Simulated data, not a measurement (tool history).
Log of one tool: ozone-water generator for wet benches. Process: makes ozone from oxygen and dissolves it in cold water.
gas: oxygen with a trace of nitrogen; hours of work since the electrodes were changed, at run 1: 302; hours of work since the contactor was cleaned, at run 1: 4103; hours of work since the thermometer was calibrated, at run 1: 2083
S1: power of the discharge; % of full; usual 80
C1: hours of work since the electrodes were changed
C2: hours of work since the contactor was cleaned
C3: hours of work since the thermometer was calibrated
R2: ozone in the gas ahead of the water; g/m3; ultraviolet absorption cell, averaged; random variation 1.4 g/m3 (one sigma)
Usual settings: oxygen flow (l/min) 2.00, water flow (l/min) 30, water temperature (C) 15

run 1 hour=0.0 | S1=80 oxygen_flow_(l/min)=2.00 water_flow_(l/min)=30 water_temperature_(C)=15 | C1=302 C2=4103 C3=2083 | dissolved_ozone_(ppm)=12.0 R2=264.4
run 2 hour=22.2 | S1=80 oxygen_flow_(l/min)=2.00 water_flow_(l/min)=30 water_temperature_(C)=15 | C1=324 C2=4125 C3=2105 | dissolved_ozone_(ppm)=12.0 R2=264.2
run 3 hour=61.2 | S1=80 oxygen_flow_(l/min)=2.00 water_flow_(l/min)=30 water_temperature_(C)=15 | C1=361 C2=4162 C3=2142 | dissolved_ozone_(ppm)=12.0 R2=266.3
run 4 hour=93.7 | S1=80 oxygen_flow_(l/min)=2.00 water_flow_(l/min)=30 water_temperature_(C)=15 | C1=392 C2=4193 C3=2173 | dissolved_ozone_(ppm)=12.1 R2=265.5
run 5 hour=131.9 | S1=79 oxygen_flow_(l/min)=2.00 water_flow_(l/min)=30 water_temperature_(C)=15 | C1=429 C2=4230 C3=2210 | dissolved_ozone_(ppm)=12.1 R2=260.0
run 6 hour=166.6 | S1=79 oxygen_flow_(l/min)=2.00 water_flow_(l/min)=34 water_temperature_(C)=15 | C1=462 C2=4263 C3=2243 | dissolved_ozone_(ppm)=10.4 R2=260.9
run 7 hour=190.3 | S1=79 oxygen_flow_(l/min)=2.00 water_flow_(l/min)=34 water_temperature_(C)=15 | C1=485 C2=4286 C3=2266 | dissolved_ozone_(ppm)=10.4 R2=260.2
run 8 hour=234.9 | S1=79 oxygen_flow_(l/min)=2.00 water_flow_(l/min)=34 water_temperature_(C)=15 | C1=528 C2=4329 C3=2309 | dissolved_ozone_(ppm)=10.7 R2=258.4
run 9 hour=260.2 | S1=80 oxygen_flow_(l/min)=2.00 water_flow_(l/min)=30 water_temperature_(C)=15 | C1=552 C2=4353 C3=2333 | dissolved_ozone_(ppm)=12.0 R2=264.1
run 10 hour=290.5 | S1=80 oxygen_flow_(l/min)=2.00 water_flow_(l/min)=30 water_temperature_(C)=15 | C1=581 C2=4382 C3=2362 | dissolved_ozone_(ppm)=12.2 R2=263.9
run 11 hour=311.6 | S1=80 oxygen_flow_(l/min)=2.00 water_flow_(l/min)=30 water_temperature_(C)=15 | C1=601 C2=4402 C3=2382 | dissolved_ozone_(ppm)=12.0 R2=263.4
run 12 hour=354.9 | S1=80 oxygen_flow_(l/min)=2.00 water_flow_(l/min)=30 water_temperature_(C)=15 | C1=643 C2=4444 C3=2424 | dissolved_ozone_(ppm)=12.0 R2=264.2
run 13 hour=391.1 | S1=80 oxygen_flow_(l/min)=2.00 water_flow_(l/min)=30 water_temperature_(C)=15 | C1=677 C2=4478 C3=2458 | dissolved_ozone_(ppm)=11.9 R2=264.3
run 14 hour=422.0 | S1=80 oxygen_flow_(l/min)=2.00 water_flow_(l/min)=30 water_temperature_(C)=15 | C1=707 C2=4508 C3=2488 | dissolved_ozone_(ppm)=11.9 R2=262.1
run 15 hour=459.8 | S1=68 oxygen_flow_(l/min)=2.00 water_flow_(l/min)=30 water_temperature_(C)=15 | C1=743 C2=4544 C3=2524 | dissolved_ozone_(ppm)=10.3 R2=225.6
run 16 hour=499.0 | S1=68 oxygen_flow_(l/min)=2.00 water_flow_(l/min)=30 water_temperature_(C)=15 | C1=781 C2=4582 C3=2562 | dissolved_ozone_(ppm)=10.3 R2=227.3
run 17 hour=542.0 | S1=68 oxygen_flow_(l/min)=2.00 water_flow_(l/min)=30 water_temperature_(C)=15 | C1=822 C2=4623 C3=2603 | dissolved_ozone_(ppm)=10.2 R2=224.9
run 18 hour=567.1 | S1=80 oxygen_flow_(l/min)=3.53 water_flow_(l/min)=30 water_temperature_(C)=22 | C1=846 C2=4647 C3=2627 | dissolved_ozone_(ppm)=13.9 R2=211.6
run 19 hour=602.9 | S1=80 oxygen_flow_(l/min)=2.00 water_flow_(l/min)=42 water_temperature_(C)=15 | C1=880 C2=4681 C3=2661 | dissolved_ozone_(ppm)=8.4 R2=262.6
run 20 hour=628.1 | S1=80 oxygen_flow_(l/min)=3.13 water_flow_(l/min)=40 water_temperature_(C)=15 | C1=905 C2=4706 C3=2686 | dissolved_ozone_(ppm)=10.8 R2=219.9
run 21 hour=654.1 | S1=43 oxygen_flow_(l/min)=2.11 water_flow_(l/min)=23 water_temperature_(C)=20 | C1=930 C2=4731 C3=2711 | dissolved_ozone_(ppm)=8.5 R2=144.5
run 22 hour=672.9 | S1=43 oxygen_flow_(l/min)=1.83 water_flow_(l/min)=36 water_temperature_(C)=20 | C1=948 C2=4749 C3=2729 | dissolved_ozone_(ppm)=5.3 R2=152.9
run 23 hour=710.3 | S1=80 oxygen_flow_(l/min)=1.64 water_flow_(l/min)=30 water_temperature_(C)=15 | C1=983 C2=4784 C3=2764 | dissolved_ozone_(ppm)=10.6 R2=280.5
run 24 hour=741.6 | S1=50 oxygen_flow_(l/min)=1.37 water_flow_(l/min)=40 water_temperature_(C)=20 | C1=1013 C2=4814 C3=2794 | dissolved_ozone_(ppm)=4.7 R2=197.1
-- hour=776.3 water thermometer calibrated
run 25 hour=776.5 | S1=53 oxygen_flow_(l/min)=3.39 water_flow_(l/min)=30 water_temperature_(C)=9 | C1=1046 C2=4847 C3=0 | dissolved_ozone_(ppm)=10.5 R2=144.1
run 26 hour=808.6 | S1=53 oxygen_flow_(l/min)=3.39 water_flow_(l/min)=30 water_temperature_(C)=9 | C1=1077 C2=4878 C3=31 | dissolved_ozone_(ppm)=10.5 R2=145.3

The next listed run, before its measurement:
run 27 hour=844.5 | S1=69 oxygen_flow_(l/min)=1.84 water_flow_(l/min)=30 water_temperature_(C)=15 | C1=1112 C2=4913 C3=65 | dissolved_ozone_(ppm)=? R2=?

dissolved ozone (ppm): 10.1
R2: 235.5 g/m3
Without the tool's hidden state the same run would have given dissolved ozone (ppm) 10.6, R2 240.1 g/m3.

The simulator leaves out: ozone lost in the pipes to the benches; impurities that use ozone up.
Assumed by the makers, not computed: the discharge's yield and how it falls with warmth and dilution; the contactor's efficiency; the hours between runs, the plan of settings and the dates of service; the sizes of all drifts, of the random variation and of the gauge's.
